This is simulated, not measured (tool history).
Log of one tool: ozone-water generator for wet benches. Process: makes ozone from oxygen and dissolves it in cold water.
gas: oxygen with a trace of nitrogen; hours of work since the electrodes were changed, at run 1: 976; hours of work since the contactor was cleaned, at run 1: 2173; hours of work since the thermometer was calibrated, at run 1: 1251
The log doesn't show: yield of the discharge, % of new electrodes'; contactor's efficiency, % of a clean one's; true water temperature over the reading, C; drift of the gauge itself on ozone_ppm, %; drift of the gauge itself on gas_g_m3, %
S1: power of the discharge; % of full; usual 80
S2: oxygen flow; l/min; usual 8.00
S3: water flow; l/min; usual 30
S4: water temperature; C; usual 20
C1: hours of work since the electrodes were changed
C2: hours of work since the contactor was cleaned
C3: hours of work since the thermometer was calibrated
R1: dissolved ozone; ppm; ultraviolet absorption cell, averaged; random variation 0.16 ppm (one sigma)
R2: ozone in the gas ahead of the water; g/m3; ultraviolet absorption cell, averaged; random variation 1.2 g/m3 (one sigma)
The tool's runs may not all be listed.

{"run": 1, "day": 0.0, "S1": 80, "S2": 8.0, "S3": 30, "S4": 20, "C1": 976, "C2": 2173, "C3": 1251, "R1": 23.7, "R2": 208.3}
{"run": 2, "day": 1.954, "S1": 80, "S2": 8.0, "S3": 30, "S4": 20, "C1": 1009, "C2": 2207, "C3": 1285, "R1": 23.8, "R2": 206.7}
{"run": 3, "day": 3.083, "S1": 80, "S2": 8.0, "S3": 30, "S4": 28, "C1": 1028, "C2": 2226, "C3": 1304, "R1": 20.7, "R2": 209.0}
{"run": 4, "day": 4.225, "S1": 80, "S2": 8.0, "S3": 30, "S4": 28, "C1": 1048, "C2": 2245, "C3": 1323, "R1": 20.5, "R2": 207.5}
{"run": 5, "day": 5.796, "S1": 80, "S2": 8.0, "S3": 30, "S4": 28, "C1": 1074, "C2": 2272, "C3": 1350, "R1": 20.6, "R2": 207.7}
{"run": 6, "day": 7.071, "S1": 80, "S2": 8.0, "S3": 30, "S4": 28, "C1": 1096, "C2": 2294, "C3": 1372, "R1": 20.9, "R2": 204.5}
{"run": 7, "day": 8.05, "S1": 73, "S2": 8.0, "S3": 30, "S4": 20, "C1": 1113, "C2": 2311, "C3": 1389, "R1": 22.6, "R2": 196.8}
{"run": 8, "day": 9.112, "S1": 97, "S2": 8.0, "S3": 30, "S4": 20, "C1": 1131, "C2": 2329, "C3": 1407, "R1": 26.5, "R2": 230.5}
{"run": 9, "day": 10.292, "S1": 71, "S2": 8.0, "S3": 30, "S4": 20, "C1": 1151, "C2": 2349, "C3": 1427, "R1": 22.3, "R2": 195.5}
{"run": 10, "day": 11.783, "S1": 71, "S2": 8.0, "S3": 30, "S4": 20, "C1": 1176, "C2": 2374, "C3": 1452, "R1": 22.4, "R2": 191.8}
{"run": 11, "day": 13.504, "S1": 80, "S2": 10.45, "S3": 30, "S4": 14, "C1": 1206, "C2": 2403, "C3": 1482, "R1": 27.5, "R2": 190.1}
{"run": 12, "day": 15.512, "S1": 47, "S2": 8.0, "S3": 30, "S4": 15, "C1": 1240, "C2": 2438, "C3": 1516, "R1": 18.7, "R2": 153.0}
{"run": 13, "day": 17.346, "S1": 41, "S2": 6.41, "S3": 32, "S4": 20, "C1": 1271, "C2": 2469, "C3": 1547, "R1": 14.7, "R2": 150.7}
{"run": 14, "day": 18.875, "S1": 91, "S2": 4.01, "S3": 22, "S4": 20, "C1": 1297, "C2": 2495, "C3": 1573, "R1": 26.8, "R2": 273.5}
{"run": 15, "day": 19.817, "S1": 80, "S2": 4.17, "S3": 29, "S4": 20, "C1": 1313, "C2": 2511, "C3": 1589, "R1": 20.0, "R2": 249.3}
{"run": 16, "day": 20.892, "S1": 80, "S2": 10.14, "S3": 30, "S4": 20, "C1": 1332, "C2": 2529, "C3": 1608, "R1": 24.9, "R2": 190.0}
{"run": 17, "day": 22.608, "S1": 80, "S2": 10.14, "S3": 30, "S4": 20, "C1": 1361, "C2": 2559, "C3": 1637, "R1": 24.8, "R2": 190.2}
{"run": 18, "day": 24.654, "S1": 54, "S2": 12.64, "S3": 18, "S4": 13, "C1": 1396, "C2": 2594, "C3": 1672, "R1": 31.1, "R2": 143.7}
{"run": 19, "day": 26.025, "S1": 54, "S2": 12.64, "S3": 18, "S4": 15, "C1": 1419, "C2": 2617, "C3": 1695, "R1": 30.0, "R2": 141.5}

Forecast each of these 4 alternatives for the next run:
{"run": "A", "day": 27.625, "S1": 62, "S2": 8.0, "S3": 30, "S4": 20, "C1": 1446, "C2": 2644, "C3": 1722, "R1": "?", "R2": "?"}
{"run": "B", "day": 27.625, "S1": 45, "S2": 8.0, "S3": 31, "S4": 20, "C1": 1446, "C2": 2644, "C3": 1722, "R1": "?", "R2": "?"}
{"run": "C", "day": 27.625, "S1": 51, "S2": 5.74, "S3": 30, "S4": 15, "C1": 1446, "C2": 2644, "C3": 1722, "R1": "?", "R2": "?"}
{"run": "D", "day": 27.625, "S1": 54, "S2": 5.9, "S3": 18, "S4": 15, "C1": 1446, "C2": 2644, "C3": 1722, "R1": "?", "R2": "?"}

run=A R1=20.4 R2=177.4
run=B R1=16.9 R2=147.7
run=C R1=18.0 R2=177.6
run=D R1=27.5 R2=179.3
Without the tool's hidden state the same runs would have given:
run=A R1=20.4 R2=180.0
run=B R1=16.9 R2=149.8
run=C R1=18.0 R2=180.2
run=D R1=27.5 R2=182.0
